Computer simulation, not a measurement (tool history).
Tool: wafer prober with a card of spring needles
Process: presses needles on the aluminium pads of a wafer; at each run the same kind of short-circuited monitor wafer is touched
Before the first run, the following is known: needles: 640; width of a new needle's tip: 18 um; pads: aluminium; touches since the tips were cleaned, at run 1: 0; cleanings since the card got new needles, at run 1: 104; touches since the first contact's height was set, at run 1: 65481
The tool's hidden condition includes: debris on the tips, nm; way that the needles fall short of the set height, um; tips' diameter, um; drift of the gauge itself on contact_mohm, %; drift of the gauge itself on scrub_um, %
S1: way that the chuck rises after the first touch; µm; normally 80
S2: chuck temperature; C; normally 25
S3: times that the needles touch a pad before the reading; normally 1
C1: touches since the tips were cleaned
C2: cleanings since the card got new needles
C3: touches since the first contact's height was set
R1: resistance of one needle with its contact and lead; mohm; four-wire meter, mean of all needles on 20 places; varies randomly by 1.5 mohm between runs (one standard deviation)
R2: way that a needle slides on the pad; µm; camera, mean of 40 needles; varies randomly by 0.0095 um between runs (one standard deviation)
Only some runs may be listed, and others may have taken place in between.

run,hour,S1,S2,S3,C1,C2,C3,R1,R2
1,0.0,80,25,1,0,104,65481,144,15.148
# hour 20.6: tips cleaned on abrasive film
# hour 36.0: height of the first contact set anew
# hour 46.4: tips cleaned on abrasive film
# hour 66.9: tips cleaned on abrasive film
2,71.7,80,25,1,1610,107,11923,176,15.264
# hour 91.1: tips cleaned on abrasive film
# hour 114.9: tips cleaned on abrasive film
3,117.5,80,25,1,880,109,27215,161,15.222
# hour 136.4: tips cleaned on abrasive film
# hour 160.7: tips cleaned on abrasive film
# hour 185.5: tips cleaned on abrasive film
4,193.5,80,25,1,2686,112,52642,190,15.168
# hour 207.5: tips cleaned on abrasive film
# hour 231.7: tips cleaned on abrasive film
# hour 255.5: tips cleaned on abrasive film
5,258.9,80,25,1,1136,115,74503,177,15.109
# hour 264.3: height of the first contact set anew
# hour 279.8: tips cleaned on abrasive film
# hour 300.4: tips cleaned on abrasive film
# hour 322.4: tips cleaned on abrasive film
6,322.4,80,25,1,0,118,19409,142,15.256
# hour 346.3: tips cleaned on abrasive film
7,361.7,80,25,1,5181,119,32567,212,15.210
# hour 371.9: tips cleaned on abrasive film
# hour 396.6: tips cleaned on abrasive film
# hour 420.8: tips cleaned on abrasive film
8,440.5,80,25,1,6645,122,58929,217,15.171
# hour 445.8: tips cleaned on abrasive film
# hour 470.2: tips cleaned on abrasive film
# hour 495.2: tips cleaned on abrasive film
# hour 495.5: height of the first contact set anew
9,498.6,80,25,1,1025,125,1025,167,15.296
# hour 518.6: tips cleaned on abrasive film
10,535.0,62,25,1,5500,126,13214,254,11.822
# hour 539.4: tips cleaned on abrasive film
# hour 562.6: tips cleaned on abrasive film
# hour 584.3: tips cleaned on abrasive film
11,584.3,80,25,1,0,129,29688,147,15.211
# hour 608.3: tips cleaned on abrasive film
# hour 633.5: tips cleaned on abrasive film
# hour 658.7: tips cleaned on abrasive film
12,668.7,80,25,1,3369,132,57921,205,15.174
# hour 684.2: tips cleaned on abrasive film
# hour 707.4: tips cleaned on abrasive film
13,707.4,80,25,1,0,134,70828,142,15.113
# hour 727.9: height of the first contact set anew
# hour 733.1: tips cleaned on abrasive film
# hour 757.9: tips cleaned on abrasive film
# hour 779.4: tips cleaned on abrasive film
14,779.4,80,25,1,0,137,17184,144,15.238
# hour 802.4: tips cleaned on abrasive film
15,821.9,80,25,1,6547,138,31443,216,15.224
# hour 827.1: tips cleaned on abrasive film
# hour 850.4: tips cleaned on abrasive film
# hour 875.2: tips cleaned on abrasive film
# hour 900.4: tips cleaned on abrasive film
16,905.2,80,25,1,1624,142,59284,184,15.141
# hour 924.0: tips cleaned on abrasive film
# hour 949.3: tips cleaned on abrasive film
# hour 958.8: height of the first contact set anew
# hour 970.5: tips cleaned on abrasive film
17,970.5,80,28,3,0,145,3916,144,15.266
# hour 994.8: tips cleaned on abrasive film
# hour 1016.8: tips cleaned on abrasive film
# hour 1040.3: tips cleaned on abrasive film
18,1045.8,89,25,1,1860,148,29085,181,16.936
# hour 1063.1: tips cleaned on abrasive film
# hour 1084.7: tips cleaned on abrasive film
# hour 1108.6: tips cleaned on abrasive film
# hour 1129.2: tips cleaned on abrasive film
19,1130.3,80,55,3,367,152,57308,151,15.153
# hour 1149.8: tips cleaned on abrasive film
20,1167.4,96,46,3,5915,153,69741,162,18.189
# hour 1172.6: tips cleaned on abrasive film
# hour 1187.3: height of the first contact set anew
# hour 1196.7: tips cleaned on abrasive film
# hour 1221.7: tips cleaned on abrasive film
21,1230.3,96,26,1,2883,156,14373,184,18.306
# hour 1244.5: tips cleaned on abrasive film
# hour 1268.9: tips cleaned on abrasive film
# hour 1291.8: tips cleaned on abrasive film
22,1306.0,96,26,1,4779,159,39713,194,18.269
# hour 1316.4: tips cleaned on abrasive film
# hour 1340.5: tips cleaned on abrasive film
23,1340.5,91,25,3,0,161,51228,138,17.278
# hour 1361.5: tips cleaned on abrasive film
# hour 1385.7: tips cleaned on abrasive film
# hour 1409.1: tips cleaned on abrasive film
24,1409.4,91,25,3,109,164,74264,142,17.209
# hour 1414.9: height of the first contact set anew
# hour 1430.3: tips cleaned on abrasive film
# hour 1454.8: tips cleaned on abrasive film
# hour 1475.4: tips cleaned on abrasive film
25,1493.9,82,62,1,6233,167,26434,219,15.626
# hour 1497.5: tips cleaned on abrasive film
# hour 1523.0: tips cleaned on abrasive film
# hour 1547.0: tips cleaned on abrasive film
26,1557.6,87,41,3,3535,170,47703,163,16.530
# hour 1571.2: tips cleaned on abrasive film
# hour 1596.5: tips cleaned on abrasive film
# hour 1619.4: tips cleaned on abrasive film
27,1637.0,88,121,2,5890,173,74263,188,16.659
# hour 1641.8: tips cleaned on abrasive film
# hour 1647.3: height of the first contact set anew
# hour 1666.2: tips cleaned on abrasive film
# hour 1691.5: tips cleaned on abrasive film
28,1705.6,80,75,1,4725,176,19527,223,15.263
# hour 1716.0: tips cleaned on abrasive film
# hour 1741.2: tips cleaned on abrasive film
29,1752.7,94,111,2,3848,178,35256,178,17.887

Each row is a separate what-if for the run after 29, all from the same tool condition, not one after another. Results?
# hour 1762.0: tips cleaned on abrasive film
# hour 1786.5: tips cleaned on abrasive film
A,1801.2,75,118,2,4940,180,51476,?,?
# hour 1762.0: tips cleaned on abrasive film
# hour 1786.5: tips cleaned on abrasive film
B,1801.2,64,45,2,4940,180,51476,?,?
# hour 1762.0: tips cleaned on abrasive film
# hour 1786.5: tips cleaned on abrasive film
C,1801.2,79,111,2,4940,180,51476,?,?

run,R1,R2
A,206,14.200
B,218,12.095
C,198,14.986
The same runs, with their run-to-run variation unchanged, on a tool lacking any hidden condition would have given:
run,R1,R2
A,154,14.331
B,143,12.226
C,150,15.118

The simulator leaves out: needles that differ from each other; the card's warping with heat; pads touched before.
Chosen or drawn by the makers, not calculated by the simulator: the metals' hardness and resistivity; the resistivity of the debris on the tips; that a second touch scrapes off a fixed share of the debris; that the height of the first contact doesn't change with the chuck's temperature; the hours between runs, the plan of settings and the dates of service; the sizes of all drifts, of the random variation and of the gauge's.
